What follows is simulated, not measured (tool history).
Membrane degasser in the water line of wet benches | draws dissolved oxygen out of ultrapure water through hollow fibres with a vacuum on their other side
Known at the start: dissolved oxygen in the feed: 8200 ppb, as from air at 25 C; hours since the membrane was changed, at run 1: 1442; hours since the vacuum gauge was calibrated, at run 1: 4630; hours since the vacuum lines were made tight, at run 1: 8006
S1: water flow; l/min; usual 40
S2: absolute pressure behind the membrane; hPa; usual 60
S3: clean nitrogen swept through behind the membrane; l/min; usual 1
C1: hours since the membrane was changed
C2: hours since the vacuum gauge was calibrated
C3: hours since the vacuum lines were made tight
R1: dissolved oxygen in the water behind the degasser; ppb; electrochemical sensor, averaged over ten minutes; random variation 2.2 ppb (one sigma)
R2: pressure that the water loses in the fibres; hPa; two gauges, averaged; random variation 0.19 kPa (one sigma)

run	day	S1	S2	S3	C1	C2	C3	R1	R2
1	0	40	60	1	1442	4630	8006	236.3	414.2
2	1.1	40	60	1	1468	4657	8032	240.1	413
3	2.808	40	49.3	1	1509	4698	8074	159.4	412.2
4	4.721	40	49.3	1	1555	4744	8119	155.4	413
5	6.321	40	49.3	1	1594	4782	8158	157.8	412.6
6	7.662	40	49.3	1	1626	4814	8190	155.6	415.3
7	9.396	40	49.3	1	1667	4856	8232	155.7	414.9
8	10.4	40	49.3	1	1692	4880	8256	158	418.9
9	11.592	40	49.3	1	1720	4908	8284	156.9	413.3
10	12.592	40	49.3	1	1744	4933	8308	161.3	411.5
11	13.896	40	49.3	1	1776	4964	8340	158.3	411.9
12	15.779	43	133.2	1.26	1821	5009	8385	684.4	443.4
13	16.571	63	133.2	2.58	1840	5028	8404	537.4	647.5
14	18.238	63	69.2	2.58	1880	5068	8444	223.5	651.1
15	20.075	38	39	0.41	1924	5112	8488	136.1	395.8
16	21.458	38	39	0.41	1957	5145	8521	136	395.6
17	22.596	27	39	1.73	1984	5173	8548	35	278.6

Hidden state or all else? Some run-to-run changes of R1, split into what the settings, what came in and random variation would give without the hidden state, and what is left for the hidden state (with any gauge scatter that isn't in both results):
The hidden state here: membrane still open, %; true pressure behind the membrane over the reading, kPa; air that leaks in behind the membrane, l/min; drift of the gauge itself on oxygen_ppb, %; drift of the gauge itself on loss_of_pressure_kpa, %.
Run 11 -> 12: S1 40 -> 43, S2 49.3 -> 133.2, S3 1 -> 1.26. R1 +526.1 ppb: hidden state -1, all else +527.1.
Run 16 -> 17: S1 38 -> 27, S3 0.41 -> 1.73. R1 -101 ppb: hidden state -22.7, all else -78.3.
